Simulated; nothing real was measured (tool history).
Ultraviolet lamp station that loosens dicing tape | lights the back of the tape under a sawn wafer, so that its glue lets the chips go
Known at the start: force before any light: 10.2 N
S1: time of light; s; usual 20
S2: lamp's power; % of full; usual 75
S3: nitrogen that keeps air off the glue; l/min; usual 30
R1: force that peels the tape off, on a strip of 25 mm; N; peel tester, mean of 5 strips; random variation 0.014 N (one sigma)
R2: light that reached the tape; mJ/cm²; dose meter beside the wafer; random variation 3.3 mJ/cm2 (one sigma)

run     day  S1  S2  S3     R1   R2
  1       0  20  75  30  0.765  498
  2   0.162  20  75  30  0.725  491
  3   0.462  20  75  30  0.743  487
  4   0.821  20  75  30   0.75  492
  5   1.096  20  75  30  0.757  494
  6   1.342  20  75  30  0.751  498
  7   1.638  20  75  30  0.755  493
  8   1.888  20  75  30  0.768  492
  9   2.225  12  75  30  2.103  296
 10   2.492  12  76  30  1.998  297
 11   2.833  12  76  30   1.97  302
 12   3.096  12  76  30  2.031  295
 13   3.317  12  76  30  1.943  298
 14   3.483  12  75  30   2.06  291
 15   3.675  13  75  30  1.779  320
 16   4.017  20  75  24  0.818  487
 17   4.242  20  75  24  0.812  487
 18   4.404  20  75  24  0.882  486
 19   4.646  20  68  24  1.027  438
 20   4.992  20  75  30  0.749  490
 21   5.292  20  75  30  0.778  481
 22   5.475  20  75  30  0.736  480
 23   5.642  20  65  30  1.068  422
 24   5.942  20  65  30  1.082  419
 25   6.183  20  75  17  1.014  482
 26   6.546  20  75  17  0.998  477
      6.596  -- window cleaned of glue's vapour
 27   6.888  20  75  17  1.047  478
 28     7.2  20  75  17  1.061  475
 29   7.462  20  75  17  1.063  475
 30   7.721  12  90  19  1.825  339
 31       8  12  90  19  1.879  343
 32   8.204  12  90  19  1.849  340
 33   8.433  23  97  30  0.319  704
 34   8.608  23  97  30  0.323  702
      8.729  -- window cleaned of glue's vapour, once more
 35   8.808  20  82  31  0.586  538
 36   9.079  34  75  21  0.258  831
 37   9.425  16  75  36  1.132  394
 38   9.804  13  93  21  1.379  398
 39  10.183  13  94  30  1.126  391
 40  10.362  13  99  35  1.043  422
 41  10.521  20  99  44  0.338  647
 42  10.833  32  75  42  0.237  779
 43  11.075  32  75  42  0.221  777
 44  11.308  13  69  11  2.912  293

The same runs without the tool's hidden state, with the same run-to-run variation:
The hidden state here: lamp's light, % of a new lamp's; light that the window lets through, % of a clean one's; drift of the gauge itself on peel_n, %; drift of the gauge itself on dose_mj_cm2, %.
run     R1   R2
  1  0.695  519
  2  0.658  512
  3  0.672  509
  4  0.676  515
  5   0.68  517
  6  0.673  522
  7  0.676  517
  8  0.685  517
  9  1.941  311
 10  1.838  313
 11  1.808  318
 12  1.863  311
 13  1.779  315
 14  1.886  308
 15  1.617  338
 16  0.718  516
 17  0.711  516
 18  0.773  516
 19  0.905  466
 20   0.65  521
 21  0.676  513
 22  0.635  511
 23  0.932  450
 24  0.944  447
 25   0.88  516
 26  0.862  511
 27  0.878  518
 28  0.891  516
 29  0.889  517
 30  1.581  370
 31  1.625  374
 32  1.596  370
 33  0.262  769
 34  0.265  767
 35  0.526  562
 36  0.235  871
 37  1.025  413
 38  1.255  418
 39  1.015  412
 40  0.934  445
 41  0.301  682
 42  0.216  821
 43  0.201  820
 44  2.711  309

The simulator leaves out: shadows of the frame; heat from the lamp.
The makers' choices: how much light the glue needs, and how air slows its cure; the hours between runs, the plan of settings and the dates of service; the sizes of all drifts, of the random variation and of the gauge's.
